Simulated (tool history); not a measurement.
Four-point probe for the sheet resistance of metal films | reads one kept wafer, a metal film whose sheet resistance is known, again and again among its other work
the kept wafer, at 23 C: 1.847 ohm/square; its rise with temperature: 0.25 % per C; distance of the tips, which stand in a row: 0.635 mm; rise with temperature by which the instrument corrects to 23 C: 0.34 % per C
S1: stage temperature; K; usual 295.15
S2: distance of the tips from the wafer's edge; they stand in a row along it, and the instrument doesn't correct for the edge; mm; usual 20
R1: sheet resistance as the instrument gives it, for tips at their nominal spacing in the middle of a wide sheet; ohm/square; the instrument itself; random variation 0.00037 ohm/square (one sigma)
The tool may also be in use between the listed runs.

{"run": 1, "hour": 0.0, "S1": 295.15, "S2": 20, "R1": 1.849645}
{"run": 2, "hour": 37.7, "S1": 299.15, "S2": 20, "R1": 1.843565}
{"run": 3, "hour": 60.7, "S1": 295.15, "S2": 20, "R1": 1.849889}
{"run": 4, "hour": 88.0, "S1": 295.15, "S2": 20, "R1": 1.850328}
{"run": 5, "hour": 113.1, "S1": 295.15, "S2": 20, "R1": 1.849959}
{"run": 6, "hour": 148.0, "S1": 295.15, "S2": 20, "R1": 1.849448}
{"run": 7, "hour": 178.5, "S1": 295.15, "S2": 20, "R1": 1.850445}
{"run": 8, "hour": 217.4, "S1": 294.15, "S2": 20, "R1": 1.851828}
{"run": 9, "hour": 264.9, "S1": 294.15, "S2": 20, "R1": 1.852851}
{"run": 10, "hour": 285.9, "S1": 294.15, "S2": 20, "R1": 1.852588}
{"run": 11, "hour": 307.3, "S1": 303.15, "S2": 4, "R1": 1.861461}
{"run": 12, "hour": 340.9, "S1": 299.15, "S2": 48, "R1": 1.843557}
{"run": 13, "hour": 371.0, "S1": 299.15, "S2": 48, "R1": 1.843185}
{"run": 14, "hour": 412.3, "S1": 294.15, "S2": 24, "R1": 1.852388}
{"run": 15, "hour": 442.2, "S1": 293.15, "S2": 70, "R1": 1.852613}
{"run": 16, "hour": 474.7, "S1": 299.15, "S2": 14, "R1": 1.84452}
{"run": 17, "hour": 507.4, "S1": 303.15, "S2": 35, "R1": 1.836097}

Not shown: 2 entries that the log had between the listed runs. Between which runs, and how does the tool's hidden state differ before and after?
Between runs 6 and 7: stage's thermometer calibrated (hour 153.0)
  inner tips' distance over the nominal, %: -0.014 -> -0.01; wafer's true temperature over the reading, C: 0.14 -> 0.18
  measured less the result without the state, R1: +0.000354 -> +0.000663 ohm/square
Between runs 14 and 15: stage's thermometer calibrated, once more (hour 442.2)
  inner tips' distance over the nominal, %: 0.019 -> 0.023; wafer's true temperature over the reading, C: 0.21 -> -0.01
  measured less the result without the state, R1: +0.001385 -> +0.000408 ohm/square

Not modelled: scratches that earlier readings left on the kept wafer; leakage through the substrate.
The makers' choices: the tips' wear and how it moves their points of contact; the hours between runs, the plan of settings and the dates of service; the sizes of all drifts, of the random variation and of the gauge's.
